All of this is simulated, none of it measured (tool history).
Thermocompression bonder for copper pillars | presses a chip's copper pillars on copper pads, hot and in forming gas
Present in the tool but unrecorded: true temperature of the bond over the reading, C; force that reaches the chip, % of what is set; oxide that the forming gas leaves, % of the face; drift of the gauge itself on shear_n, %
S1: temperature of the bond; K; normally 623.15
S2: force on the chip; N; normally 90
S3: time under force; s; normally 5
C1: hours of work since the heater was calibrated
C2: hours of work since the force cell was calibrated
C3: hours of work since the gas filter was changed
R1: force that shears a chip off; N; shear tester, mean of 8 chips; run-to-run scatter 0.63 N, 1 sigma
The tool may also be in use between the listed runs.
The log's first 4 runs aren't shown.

run,hour,S1,S2,S3,C1,C2,C3,R1
5,43.6,623.15,90,5,1096,234,10,66.1
6,50.3,623.15,90,5,1101,239,16,65.6
7,60.5,623.15,90,5,1109,247,23,65.3
8,69,623.15,90,5,1116,253,30,66.8
9,75.3,623.15,90,5,1120,258,35,65.7
10,87.3,623.15,90,5,1130,267,44,67
11,99,623.15,93,5,1138,276,53,67.7
12,111.5,623.15,107,5,1148,286,62,73.7
13,122.5,643.15,107,5,1156,294,71,84.8
14,131.9,643.15,107,5,1164,301,78,85.2
15,142,643.15,107,5,1171,309,85,85.2
16,154.5,643.15,107,5,1181,318,95,83.4
17,160.6,623.15,90,5,1185,323,100,65.2
18,171.6,599.15,123,12,1194,331,108,87.9
19,182.1,599.15,123,12,1202,339,116,87.8
20,191.8,599.15,123,12,1209,347,124,87.9

Run 21 has not been measured yet. What should we expect?
21,198.5,599.15,123,12,1214,352,129,?

Run 21 gave R1 86.6 N.
Minus the tool's unlogged condition, the same run would have read R1 82.8 N.
